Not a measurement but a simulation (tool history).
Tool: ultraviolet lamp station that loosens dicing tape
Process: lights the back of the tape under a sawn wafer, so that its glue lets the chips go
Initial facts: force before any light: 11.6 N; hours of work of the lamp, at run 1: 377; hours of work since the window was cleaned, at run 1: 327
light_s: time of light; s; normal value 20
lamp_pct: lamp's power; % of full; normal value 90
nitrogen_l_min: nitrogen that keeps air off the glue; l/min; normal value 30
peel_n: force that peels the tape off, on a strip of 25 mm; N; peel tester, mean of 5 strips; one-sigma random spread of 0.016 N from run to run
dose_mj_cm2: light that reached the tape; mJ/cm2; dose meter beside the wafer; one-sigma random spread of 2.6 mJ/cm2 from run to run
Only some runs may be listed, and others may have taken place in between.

| run | hour | light_s | lamp_pct | nitrogen_l_min | hours of work of the lamp | hours of work since the window was cleaned | peel_n | dose_mj_cm2 |
|---|---|---|---|---|---|---|---|---|
| 1 | 0.0 | 20 | 90 | 30 | 377 | 327 | 1.310 | 263 |
| 2 | 14.9 | 20 | 90 | 30 | 385 | 335 | 1.303 | 265 |
| 3 | 34.0 | 20 | 90 | 47 | 395 | 345 | 0.918 | 260 |
| 4 | 45.3 | 20 | 98 | 47 | 401 | 351 | 0.780 | 283 |
| 5 | 63.2 | 20 | 98 | 47 | 410 | 360 | 0.805 | 281 |
| 6 | 76.2 | 35 | 90 | 30 | 417 | 367 | 0.433 | 451 |
| 7 | 89.0 | 35 | 90 | 30 | 423 | 374 | 0.444 | 446 |
| 8 | 102.6 | 35 | 90 | 30 | 430 | 381 | 0.418 | 445 |
| 9 | 123.9 | 35 | 90 | 30 | 442 | 392 | 0.435 | 433 |
| 10 | 146.1 | 35 | 90 | 30 | 453 | 403 | 0.450 | 435 |
| 11 | 163.1 | 20 | 71 | 30 | 462 | 412 | 2.124 | 195 |
| 12 | 180.4 | 20 | 71 | 30 | 471 | 421 | 2.136 | 195 |
| 13 | 190.3 | 20 | 90 | 35 | 476 | 427 | 1.301 | 244 |
| 14 | 207.7 | 20 | 87 | 30 | 485 | 436 | 1.627 | 232 |
| 15 | 224.3 | 20 | 87 | 30 | 494 | 444 | 1.610 | 236 |
| 16 | 241.2 | 20 | 87 | 30 | 503 | 453 | 1.615 | 230 |
| 17 | 256.3 | 20 | 87 | 30 | 511 | 461 | 1.632 | 230 |
| 18 | 277.4 | 20 | 87 | 18 | 522 | 472 | 2.333 | 226 |
| 19 | 293.2 | 17 | 90 | 30 | 530 | 480 | 2.108 | 199 |
| 20 | 308.7 | 17 | 90 | 30 | 538 | 488 | 2.103 | 201 |
| 21 | 318.0 | 20 | 90 | 30 | 543 | 493 | 1.575 | 235 |
| 22 | 331.2 | 20 | 90 | 30 | 550 | 500 | 1.619 | 234 |
| 23 | 342.7 | 20 | 85 | 44 | 556 | 506 | 1.431 | 217 |
| 24 | 356.5 | 20 | 85 | 44 | 563 | 513 | 1.398 | 217 |
| 25 | 368.5 | 29 | 90 | 22 | 569 | 519 | 1.038 | 330 |
| 26 | 382.5 | 29 | 90 | 22 | 577 | 527 | 1.079 | 328 |
| 27 | 392.8 | 23 | 73 | 12 | 582 | 532 | 3.468 | 208 |
| 28 | 410.6 | 20 | 78 | 10 | 591 | 541 | 4.000 | 195 |
| 29 | 424.4 | 20 | 96 | 12 | 598 | 549 | 3.006 | 239 |
| 30 | 438.3 | 20 | 77 | 30 | 606 | 556 | 2.143 | 190 |
| 31 | 449.6 | 20 | 77 | 30 | 612 | 562 | 2.343 | 186 |
| 32 | 467.9 | 20 | 96 | 10 | 621 | 571 | 3.450 | 230 |
| 33 | 484.9 | 20 | 90 | 9 | 630 | 580 | 3.762 | 216 |
|  | 495.0 | window cleaned of glue's vapour |
| 34 | 500.9 | 22 | 63 | 30 | 638 | 3 | 2.085 | 201 |
| 35 | 519.8 | 32 | 61 | 54 | 648 | 13 | 0.741 | 277 |
| 36 | 535.5 | 11 | 68 | 36 | 656 | 21 | 4.263 | 108 |
| 37 | 547.5 | 11 | 93 | 23 | 662 | 27 | 3.648 | 143 |
| 38 | 564.4 | 20 | 65 | 30 | 671 | 36 | 2.378 | 183 |
| 39 | 581.5 | 16 | 90 | 15 | 680 | 45 | 3.158 | 198 |
| 40 | 602.8 | 16 | 90 | 15 | 691 | 56 | 3.298 | 198 |
| 41 | 619.3 | 16 | 90 | 15 | 700 | 65 | 3.306 | 200 |
| 42 | 632.7 | 16 | 90 | 36 | 707 | 72 | 1.890 | 199 |
| 43 | 652.6 | 16 | 90 | 36 | 717 | 82 | 1.898 | 195 |

Results per run with the tool's hidden condition removed, run-to-run variation unchanged:
Hidden state present: lamp's light, % of a new lamp's; light that the window lets through, % of a clean one's; drift of the gauge itself on peel_n, %; drift of the gauge itself on dose_mj_cm2, %.
| run | peel_n | dose_mj_cm2 |
|---|---|---|
| 1 | 0.761 | 342 |
| 2 | 0.746 | 345 |
| 3 | 0.513 | 343 |
| 4 | 0.436 | 375 |
| 5 | 0.445 | 375 |
| 6 | 0.284 | 603 |
| 7 | 0.287 | 601 |
| 8 | 0.271 | 602 |
| 9 | 0.278 | 591 |
| 10 | 0.279 | 599 |
| 11 | 1.180 | 271 |
| 12 | 1.176 | 271 |
| 13 | 0.641 | 342 |
| 14 | 0.817 | 328 |
| 15 | 0.795 | 335 |
| 16 | 0.790 | 330 |
| 17 | 0.791 | 331 |
| 18 | 1.222 | 329 |
| 19 | 1.046 | 291 |
| 20 | 1.034 | 295 |
| 21 | 0.721 | 346 |
| 22 | 0.729 | 347 |
| 23 | 0.626 | 323 |
| 24 | 0.607 | 325 |
| 25 | 0.437 | 498 |
| 26 | 0.454 | 498 |
| 27 | 1.886 | 317 |
| 28 | 2.333 | 299 |
| 29 | 1.499 | 367 |
| 30 | 0.965 | 296 |
| 31 | 1.044 | 291 |
| 32 | 1.757 | 363 |
| 33 | 2.017 | 343 |
| 34 | 1.256 | 266 |
| 35 | 0.414 | 371 |
| 36 | 3.051 | 145 |
| 37 | 2.496 | 194 |
| 38 | 1.413 | 249 |
| 39 | 2.010 | 272 |
| 40 | 2.074 | 274 |
| 41 | 2.063 | 277 |
| 42 | 1.000 | 277 |
| 43 | 0.998 | 275 |
